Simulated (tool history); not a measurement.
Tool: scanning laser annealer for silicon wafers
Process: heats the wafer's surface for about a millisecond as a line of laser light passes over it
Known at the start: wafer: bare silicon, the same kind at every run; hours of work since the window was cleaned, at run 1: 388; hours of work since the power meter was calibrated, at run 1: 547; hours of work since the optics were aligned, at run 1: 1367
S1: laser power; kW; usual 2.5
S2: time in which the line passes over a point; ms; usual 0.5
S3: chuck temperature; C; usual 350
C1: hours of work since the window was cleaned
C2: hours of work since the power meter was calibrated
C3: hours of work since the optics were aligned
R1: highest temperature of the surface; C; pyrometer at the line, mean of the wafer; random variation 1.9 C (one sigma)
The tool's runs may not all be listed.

{"run": 1, "day": 0.0, "S1": 2.5, "S2": 0.5, "S3": 350, "C1": 388, "C2": 547, "C3": 1367, "R1": 1179}
{"run": 2, "day": 0.975, "S1": 2.5, "S2": 0.5, "S3": 350, "C1": 403, "C2": 563, "C3": 1383, "R1": 1183}
{"run": 3, "day": 2.408, "S1": 2.5, "S2": 0.5, "S3": 350, "C1": 427, "C2": 586, "C3": 1406, "R1": 1181}
{"run": 4, "day": 3.871, "S1": 2.5, "S2": 0.5, "S3": 350, "C1": 450, "C2": 610, "C3": 1430, "R1": 1184}
{"run": 5, "day": 4.933, "S1": 2.5, "S2": 0.5, "S3": 350, "C1": 467, "C2": 627, "C3": 1447, "R1": 1182}
{"run": 6, "day": 5.892, "S1": 2.5, "S2": 0.5, "S3": 350, "C1": 483, "C2": 643, "C3": 1462, "R1": 1183}
{"day": 6.662, "done": "window over the wafer cleaned"}
{"run": 7, "day": 6.675, "S1": 2.5, "S2": 0.5, "S3": 350, "C1": 0, "C2": 654, "C3": 1474, "R1": 1184}
{"run": 8, "day": 8.079, "S1": 2.5, "S2": 0.5, "S3": 350, "C1": 23, "C2": 677, "C3": 1496, "R1": 1182}
{"run": 9, "day": 9.062, "S1": 2.5, "S2": 0.5, "S3": 350, "C1": 39, "C2": 692, "C3": 1512, "R1": 1179}
{"run": 10, "day": 10.058, "S1": 2.5, "S2": 0.5, "S3": 350, "C1": 55, "C2": 709, "C3": 1528, "R1": 1183}
{"run": 11, "day": 10.708, "S1": 2.5, "S2": 0.5, "S3": 350, "C1": 65, "C2": 719, "C3": 1539, "R1": 1184}
{"day": 10.983, "done": "optics aligned, line set to its width"}
{"run": 12, "day": 12.183, "S1": 2.5, "S2": 0.5, "S3": 350, "C1": 86, "C2": 740, "C3": 19, "R1": 1183}
{"run": 13, "day": 13.496, "S1": 2.5, "S2": 0.5, "S3": 350, "C1": 107, "C2": 761, "C3": 41, "R1": 1183}
{"run": 14, "day": 14.783, "S1": 2.5, "S2": 0.5, "S3": 350, "C1": 128, "C2": 782, "C3": 61, "R1": 1186}
{"run": 15, "day": 15.888, "S1": 2.5, "S2": 0.5, "S3": 350, "C1": 146, "C2": 799, "C3": 79, "R1": 1184}
{"run": 16, "day": 17.092, "S1": 2.5, "S2": 0.376, "S3": 350, "C1": 165, "C2": 819, "C3": 99, "R1": 1057}
{"run": 17, "day": 17.754, "S1": 2.5, "S2": 0.376, "S3": 350, "C1": 176, "C2": 830, "C3": 109, "R1": 1054}
{"run": 18, "day": 18.908, "S1": 2.5, "S2": 0.578, "S3": 337, "C1": 195, "C2": 848, "C3": 128, "R1": 1243}
{"run": 19, "day": 19.904, "S1": 2.5, "S2": 0.5, "S3": 388, "C1": 211, "C2": 864, "C3": 144, "R1": 1221}
{"run": 20, "day": 20.596, "S1": 2.258, "S2": 0.5, "S3": 352, "C1": 222, "C2": 876, "C3": 155, "R1": 1081}
{"run": 21, "day": 21.946, "S1": 2.479, "S2": 0.579, "S3": 359, "C1": 244, "C2": 897, "C3": 177, "R1": 1255}
{"run": 22, "day": 23.15, "S1": 2.306, "S2": 0.5, "S3": 350, "C1": 263, "C2": 917, "C3": 197, "R1": 1096}
{"run": 23, "day": 24.125, "S1": 2.306, "S2": 0.5, "S3": 350, "C1": 279, "C2": 933, "C3": 212, "R1": 1099}
{"run": 24, "day": 25.412, "S1": 2.306, "S2": 0.5, "S3": 350, "C1": 300, "C2": 953, "C3": 233, "R1": 1098}
{"run": 25, "day": 26.779, "S1": 2.5, "S2": 0.571, "S3": 350, "C1": 322, "C2": 976, "C3": 255, "R1": 1248}
{"run": 26, "day": 28.075, "S1": 2.417, "S2": 0.561, "S3": 340, "C1": 343, "C2": 997, "C3": 276, "R1": 1191}
{"run": 27, "day": 29.25, "S1": 2.371, "S2": 0.5, "S3": 350, "C1": 362, "C2": 1016, "C3": 295, "R1": 1124}
{"run": 28, "day": 30.158, "S1": 2.236, "S2": 0.511, "S3": 314, "C1": 376, "C2": 1030, "C3": 310, "R1": 1038}
{"run": 29, "day": 31.492, "S1": 2.5, "S2": 0.525, "S3": 388, "C1": 398, "C2": 1052, "C3": 332, "R1": 1242}
{"run": 30, "day": 32.55, "S1": 2.5, "S2": 0.525, "S3": 388, "C1": 415, "C2": 1069, "C3": 349, "R1": 1243}
{"run": 31, "day": 34.092, "S1": 2.5, "S2": 0.525, "S3": 388, "C1": 440, "C2": 1094, "C3": 374, "R1": 1244}
{"run": 32, "day": 35.475, "S1": 2.674, "S2": 0.61, "S3": 318, "C1": 462, "C2": 1116, "C3": 396, "R1": 1342}

Forecast each of these 5 alternatives for the next run:
{"run": "A", "day": 36.4, "S1": 2.287, "S2": 0.61, "S3": 318, "C1": 477, "C2": 1131, "C3": 411, "R1": "?"}
{"run": "B", "day": 36.4, "S1": 2.402, "S2": 0.612, "S3": 331, "C1": 477, "C2": 1131, "C3": 411, "R1": "?"}
{"run": "C", "day": 36.4, "S1": 2.5, "S2": 0.5, "S3": 370, "C1": 477, "C2": 1131, "C3": 411, "R1": "?"}
{"run": "D", "day": 36.4, "S1": 2.5, "S2": 0.486, "S3": 345, "C1": 477, "C2": 1131, "C3": 411, "R1": "?"}
{"run": "E", "day": 36.4, "S1": 2.517, "S2": 0.457, "S3": 386, "C1": 477, "C2": 1131, "C3": 411, "R1": "?"}

run=A R1=1148
run=B R1=1217
run=C R1=1202
run=D R1=1166
run=E R1=1181
Without the tool's hidden state the same runs would have given:
run=A R1=1149
run=B R1=1218
run=C R1=1203
run=D R1=1167
run=E R1=1182
